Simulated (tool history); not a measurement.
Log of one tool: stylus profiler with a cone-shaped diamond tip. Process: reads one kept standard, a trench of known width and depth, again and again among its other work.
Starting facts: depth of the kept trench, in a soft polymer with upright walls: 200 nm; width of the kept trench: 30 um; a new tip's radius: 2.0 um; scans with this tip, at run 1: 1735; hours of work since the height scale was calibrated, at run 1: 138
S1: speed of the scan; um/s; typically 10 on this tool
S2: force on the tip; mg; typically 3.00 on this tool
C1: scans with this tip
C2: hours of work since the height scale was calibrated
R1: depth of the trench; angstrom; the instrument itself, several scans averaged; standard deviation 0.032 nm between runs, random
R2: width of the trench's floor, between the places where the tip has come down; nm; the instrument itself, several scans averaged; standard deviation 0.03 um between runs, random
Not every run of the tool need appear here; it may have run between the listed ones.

run,hour,S1,S2,C1,C2,R1,R2
1,0.0,10,3.00,1735,138,2019.2,28140
2,21.9,10,3.00,1864,149,2019.3,28110
3,45.5,10,3.00,2002,160,2018.8,28060
4,72.1,10,3.00,2158,172,2018.7,28070
5,105.4,10,3.00,2353,188,2018.8,28060
6,139.9,10,3.00,2556,204,2019.0,28120
7,158.6,10,3.00,2666,213,2018.9,28020
# hour 161.1: height scale calibrated on a step standard
8,179.3,10,3.00,2784,9,2018.3,27990
9,207.7,11,3.00,2950,22,2017.7,28050
# hour 231.8: height scale calibrated on a step standard, once more
10,238.6,11,3.00,3129,3,2020.4,28020
11,264.9,11,3.00,3283,15,2019.8,28060
12,294.4,26,3.00,3456,29,2020.3,27950
13,311.3,13,1.75,3555,37,2013.2,27920
14,331.0,4,1.14,3671,46,2010.4,27940
15,364.5,4,1.14,3867,62,2010.3,27980
16,389.7,12,6.76,4014,74,2034.3,27980
17,410.2,3,6.47,4135,83,2033.8,28000

The next listed run, before its measurement:
18,433.4,23,1.26,4271,94,?,?

R1: 2010.3 angstrom
R2: 27860 nm
If the tool had no hidden condition, the same run with the same run-to-run variation would have returned R1 2011.3 angstrom, R2 28150 nm.

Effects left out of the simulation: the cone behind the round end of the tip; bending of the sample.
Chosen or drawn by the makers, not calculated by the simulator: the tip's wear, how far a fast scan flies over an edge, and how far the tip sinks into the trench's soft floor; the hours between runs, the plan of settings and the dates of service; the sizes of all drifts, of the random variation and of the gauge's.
